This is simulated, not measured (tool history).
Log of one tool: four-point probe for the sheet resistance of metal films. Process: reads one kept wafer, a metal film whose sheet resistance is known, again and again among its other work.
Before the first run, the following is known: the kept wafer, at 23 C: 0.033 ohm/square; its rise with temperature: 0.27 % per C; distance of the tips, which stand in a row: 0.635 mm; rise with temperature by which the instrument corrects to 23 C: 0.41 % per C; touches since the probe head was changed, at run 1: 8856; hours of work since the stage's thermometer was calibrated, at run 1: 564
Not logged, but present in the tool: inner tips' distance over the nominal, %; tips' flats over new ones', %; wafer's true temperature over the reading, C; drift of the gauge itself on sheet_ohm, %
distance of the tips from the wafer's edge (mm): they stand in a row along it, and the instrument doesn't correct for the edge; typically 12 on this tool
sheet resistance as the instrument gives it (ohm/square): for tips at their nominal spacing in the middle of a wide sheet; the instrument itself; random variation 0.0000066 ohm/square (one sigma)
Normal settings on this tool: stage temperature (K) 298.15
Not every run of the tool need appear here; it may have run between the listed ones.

run   hour  stage temperature (K)  distance of the tips from the wafer's edge (mm)  touches since the probe head was changed  hours of work since the stage's thermometer was calibrated  sheet resistance as the instrument gives it (ohm/square)
  1    0.0                 298.15                                               12                                      8856                                                         564                                                  0.032959
  2   20.6                 298.15                                               38                                      9414                                                         576                                                  0.032921
  3   46.5                 298.15                                               50                                     10119                                                         590                                                  0.032911
  4   72.6                 298.15                                               50                                     10826                                                         604                                                  0.032903
  5  104.0                 298.15                                               50                                     11678                                                         622                                                  0.032913
  6  125.8                 298.15                                               50                                     12269                                                         634                                                  0.032911
  7  145.7                 301.15                                               12                                     12810                                                         645                                                  0.032829
  8  162.5                 295.15                                                8                                     13265                                                         654                                                  0.033162
  9  183.1                 296.15                                               38                                     13823                                                         665                                                  0.033010
 10  200.7                 296.15                                               38                                     14302                                                         675                                                  0.033010
 11  217.4                 296.15                                               38                                     14755                                                         684                                                  0.033010
 12  248.0                 296.15                                               38                                     15585                                                         701                                                  0.033008

Alternative continuations, all from the tool just after run 12; predict every row:
  A  267.4                 298.15                                                9                                     16111                                                         712                                                         ?
  B  267.4                 298.15                                               25                                     16111                                                         712                                                         ?
  C  267.4                 307.15                                                8                                     16111                                                         712                                                         ?

run  sheet resistance as the instrument gives it (ohm/square)
  A                                                  0.032996
  B                                                  0.032936
  C                                                  0.032595
Take away the tool's hidden state, keep each run's random variation, and the runs would have read:
run  sheet resistance as the instrument gives it (ohm/square)
  A                                                  0.032989
  B                                                  0.032929
  C                                                  0.032589

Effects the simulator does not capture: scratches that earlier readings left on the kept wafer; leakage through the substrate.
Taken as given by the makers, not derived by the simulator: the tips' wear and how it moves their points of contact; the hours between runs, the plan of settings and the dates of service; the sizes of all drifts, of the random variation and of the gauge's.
